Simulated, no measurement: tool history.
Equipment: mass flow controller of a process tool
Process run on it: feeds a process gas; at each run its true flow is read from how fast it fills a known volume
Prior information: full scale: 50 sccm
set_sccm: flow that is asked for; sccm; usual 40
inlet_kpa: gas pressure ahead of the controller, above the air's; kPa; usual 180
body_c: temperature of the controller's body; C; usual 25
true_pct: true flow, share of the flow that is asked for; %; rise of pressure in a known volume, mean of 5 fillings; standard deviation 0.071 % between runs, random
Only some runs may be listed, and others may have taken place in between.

Run 1, day 0.000: usual settings. Result: true_pct 99.49 %.
Run 2, day 2.571: usual settings. Result: true_pct 99.54 %.
Run 3, day 5.746: usual settings. Result: true_pct 99.47 %.
Run 4, day 9.479: usual settings. Result: true_pct 99.39 %.
Run 5, day 12.429: usual settings. Result: true_pct 99.37 %.
Run 6, day 15.238: usual settings. Result: true_pct 99.35 %.
Run 7, day 18.525: usual settings. Result: true_pct 99.27 %.
Run 8, day 21.892: usual settings. Result: true_pct 99.37 %.
Run 9, day 24.525: usual settings. Result: true_pct 99.20 %.
Run 10, day 26.575: usual settings. Result: true_pct 99.34 %.
Run 11, day 28.358: usual settings but body_c 29 C. Result: true_pct 99.74 %.
Run 12, day 31.533: usual settings. Result: true_pct 99.30 %.
Run 13, day 34.679: usual settings. Result: true_pct 99.24 %.
Run 14, day 37.071: usual settings but set_sccm 48 sccm. Result: true_pct 99.48 %.
Run 15, day 41.012: usual settings but set_sccm 48 sccm. Result: true_pct 99.38 %.
Run 16, day 43.592: usual settings but inlet_kpa 203 kPa, body_c 23 C. Result: true_pct 99.08 %.
Run 17, day 46.025: usual settings but inlet_kpa 203 kPa, body_c 23 C. Result: true_pct 99.11 %.
Run 18, day 47.867: usual settings but set_sccm 15 sccm, inlet_kpa 170 kPa, body_c 30 C. Result: true_pct 98.83 %.
Run 19, day 49.504: usual settings but set_sccm 5 sccm, inlet_kpa 233 kPa, body_c 32 C. Result: true_pct 99.09 %.
Run 20, day 53.554: usual settings but set_sccm 20 sccm, inlet_kpa 250 kPa. Result: true_pct 98.96 %.
Run 21, day 55.392: usual settings but set_sccm 20 sccm, inlet_kpa 250 kPa. Result: true_pct 98.83 %.
Run 22, day 58.512: usual settings but set_sccm 20 sccm, body_c 32 C. Result: true_pct 99.08 %.
Run 23, day 60.275: usual settings but set_sccm 20 sccm, body_c 32 C. Result: true_pct 99.10 %.
Run 24, day 62.475: usual settings but set_sccm 6 sccm, inlet_kpa 209 kPa, body_c 22 C. Result: true_pct 97.82 %.
Run 25, day 64.804: usual settings but inlet_kpa 171 kPa. Result: true_pct 98.92 %.
Run 26, day 68.354: usual settings but set_sccm 46 sccm, inlet_kpa 171 kPa. Result: true_pct 98.96 %.
Run 27, day 70.267: usual settings but body_c 31 C. Result: true_pct 99.56 %.
Run 28, day 73.725: usual settings but body_c 31 C. Result: true_pct 99.55 %.

Selected run-to-run steps in true_pct, each split into two signed amounts: the part the tool would show with no hidden state at all (from settings, incoming material and random variation), and the remainder, which goes to the hidden state together with any gauge scatter not common to the measured and the hidden-state-free results:
What the log doesn't record here: flow at rest that the sensor doesn't see, % of full scale; true flow over the shown one, %; drift of the gauge itself on true_pct, %.
Run 2 -> 3: nothing adjusted, nothing logged. true_pct -0.07 %: hidden state -0.03, all else -0.04.
Run 19 -> 20: set_sccm 5 -> 20, inlet_kpa 233 -> 250, body_c 32 -> 25. true_pct -0.13 %: hidden state -0.04, all else -0.09.
Run 23 -> 24: set_sccm 20 -> 6, inlet_kpa 180 -> 209, body_c 32 -> 22. true_pct -1.28 %: hidden state -0.01, all else -1.27.
Run 24 -> 25: set_sccm 6 -> 40, inlet_kpa 209 -> 171, body_c 22 -> 25. true_pct +1.10 %: hidden state -0.03, all else +1.13.
